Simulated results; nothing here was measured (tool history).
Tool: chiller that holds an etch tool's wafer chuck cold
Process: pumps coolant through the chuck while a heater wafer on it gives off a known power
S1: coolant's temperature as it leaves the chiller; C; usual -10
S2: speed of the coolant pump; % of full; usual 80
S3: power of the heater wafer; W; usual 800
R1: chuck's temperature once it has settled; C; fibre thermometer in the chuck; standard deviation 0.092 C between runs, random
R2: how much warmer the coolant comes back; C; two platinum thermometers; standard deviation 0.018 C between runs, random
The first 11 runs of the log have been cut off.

Run 12, hour 395.6: usual settings. Result: R1 -1.05 C, R2 3.37 C.
Run 13, hour 429.1: usual settings. Result: R1 -0.97 C, R2 3.36 C.
Run 14, hour 465.6: usual settings. Result: R1 -1.07 C, R2 3.36 C.
Run 15, hour 494.1: usual settings. Result: R1 -1.04 C, R2 3.41 C.
Run 16, hour 524.7: usual settings. Result: R1 -0.99 C, R2 3.37 C.
At hour 544.8: chiller's thermometer calibrated.
Run 17, hour 579: usual settings. Result: R1 -0.88 C, R2 3.37 C.
Run 18, hour 603: usual settings but S1 -4 C, S2 61 % of full, S3 1183 W. Result: R1 13.13 C, R2 6.78 C.
Run 19, hour 626.7: usual settings but S1 -15 C, S2 92 % of full, S3 489 W. Result: R1 -9.99 C, R2 1.75 C.
Run 20, hour 664: usual settings but S1 -15 C, S2 92 % of full, S3 489 W. Result: R1 -9.93 C, R2 1.77 C.
Run 21, hour 705.1: usual settings but S1 -15 C, S2 92 % of full, S3 489 W. Result: R1 -10.01 C, R2 1.75 C.
At hour 746.3: chiller's thermometer calibrated, once more.
Run 22, hour 753.4: usual settings but S1 -15 C, S2 92 % of full, S3 489 W. Result: R1 -10.19 C, R2 1.79 C.
Run 23, hour 798.9: usual settings but S1 -15 C, S2 92 % of full, S3 489 W. Result: R1 -10.34 C, R2 1.79 C.
Run 24, hour 824.4: usual settings but S1 -17 C, S2 85 % of full. Result: R1 -8.51 C, R2 3.16 C.
Run 25, hour 846.9: usual settings but S1 -15 C, S3 1123 W. Result: R1 -2.42 C, R2 4.77 C.
Run 26, hour 877.7: usual settings but S1 -15 C, S3 1123 W. Result: R1 -2.34 C, R2 4.74 C.
Run 27, hour 930.9: usual settings but S1 -9 C, S2 89 % of full, S3 425 W. Result: R1 -4.62 C, R2 1.59 C.
Run 28, hour 981.8: usual settings but S3 626 W. Result: R1 -2.95 C, R2 2.67 C.
Run 29, hour 1010.2: usual settings but S1 -12 C, S3 840 W. Result: R1 -2.55 C, R2 3.61 C.
Run 30, hour 1034.7: usual settings but S1 -16 C, S3 915 W. Result: R1 -5.71 C, R2 3.89 C.
Run 31, hour 1083: usual settings but S1 -16 C, S2 69 % of full, S3 915 W. Result: R1 -4.24 C, R2 4.58 C.

Predict each of these 3 candidate next runs independently; none follows another, all start after run 31:
Run A, hour 1110.5: usual settings but S3 596 W. Result: R1 ?, R2 ?.
Run B, hour 1110.5: usual settings but S1 -18 C, S2 67 % of full, S3 915 W. Result: R1 ?, R2 ?.
Run C, hour 1110.5: usual settings but S1 -16 C, S2 69 % of full, S3 418 W. Result: R1 ?, R2 ?.

run      R1    R2
  A   -3.02  2.53
  B   -5.81  4.75
  C  -10.76  2.08
Stripped of hidden state, with their random variation kept, the same runs would have yielded:
run      R1    R2
  A    -3.7  2.37
  B   -7.03  4.45
  C  -11.31  1.95

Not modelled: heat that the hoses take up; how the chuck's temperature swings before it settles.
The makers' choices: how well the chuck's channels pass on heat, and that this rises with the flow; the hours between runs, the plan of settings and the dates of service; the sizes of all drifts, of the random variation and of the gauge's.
